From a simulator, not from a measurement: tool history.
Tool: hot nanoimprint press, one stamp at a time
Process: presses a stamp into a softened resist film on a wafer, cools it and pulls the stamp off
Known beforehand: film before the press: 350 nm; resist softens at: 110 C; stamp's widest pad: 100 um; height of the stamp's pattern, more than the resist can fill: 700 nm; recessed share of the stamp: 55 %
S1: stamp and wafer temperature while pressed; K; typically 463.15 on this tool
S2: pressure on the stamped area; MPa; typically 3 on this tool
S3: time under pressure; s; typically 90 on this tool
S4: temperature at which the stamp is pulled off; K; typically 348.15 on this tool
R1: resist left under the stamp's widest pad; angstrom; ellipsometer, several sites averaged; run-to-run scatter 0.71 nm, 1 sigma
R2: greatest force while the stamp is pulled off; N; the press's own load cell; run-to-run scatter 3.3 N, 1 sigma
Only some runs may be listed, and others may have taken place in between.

{"run": 1, "hour": 0.0, "S1": 463.15, "S2": 3, "S3": 90, "S4": 348.15, "R1": 2021, "R2": 155}
{"run": 2, "hour": 9.4, "S1": 463.15, "S2": 3, "S3": 90, "S4": 348.15, "R1": 2015, "R2": 151}
{"run": 3, "hour": 19.2, "S1": 463.15, "S2": 3, "S3": 90, "S4": 348.15, "R1": 2020, "R2": 158}
{"run": 4, "hour": 32.8, "S1": 463.15, "S2": 3, "S3": 90, "S4": 348.15, "R1": 2012, "R2": 158}
{"hour": 47.9, "done": "plate thermocouple calibrated"}
{"hour": 55.3, "done": "stamp cleaned and given a new release coat"}
{"run": 5, "hour": 59.6, "S1": 463.15, "S2": 3, "S3": 90, "S4": 348.15, "R1": 2027, "R2": 153}
{"run": 6, "hour": 74.7, "S1": 463.15, "S2": 3, "S3": 90, "S4": 348.15, "R1": 2019, "R2": 150}
{"run": 7, "hour": 84.0, "S1": 470.15, "S2": 3, "S3": 90, "S4": 335.15, "R1": 1501, "R2": 163}
{"run": 8, "hour": 98.7, "S1": 465.15, "S2": 3, "S3": 88, "S4": 348.15, "R1": 1888, "R2": 152}
{"run": 9, "hour": 114.4, "S1": 462.15, "S2": 3, "S3": 90, "S4": 348.15, "R1": 2101, "R2": 153}
{"run": 10, "hour": 129.0, "S1": 458.15, "S2": 3, "S3": 103, "S4": 346.15, "R1": 2346, "R2": 152}

Predict the results of run 11:
{"run": 11, "hour": 143.7, "S1": 458.15, "S2": 3, "S3": 103, "S4": 346.15, "R1": "?", "R2": "?"}

Run 11 came out at R1 2366 angstrom, R2 158 N.
On a tool with no hidden condition, and with the same random variation, this run would have come out at R1 2382 angstrom, R2 157 N.

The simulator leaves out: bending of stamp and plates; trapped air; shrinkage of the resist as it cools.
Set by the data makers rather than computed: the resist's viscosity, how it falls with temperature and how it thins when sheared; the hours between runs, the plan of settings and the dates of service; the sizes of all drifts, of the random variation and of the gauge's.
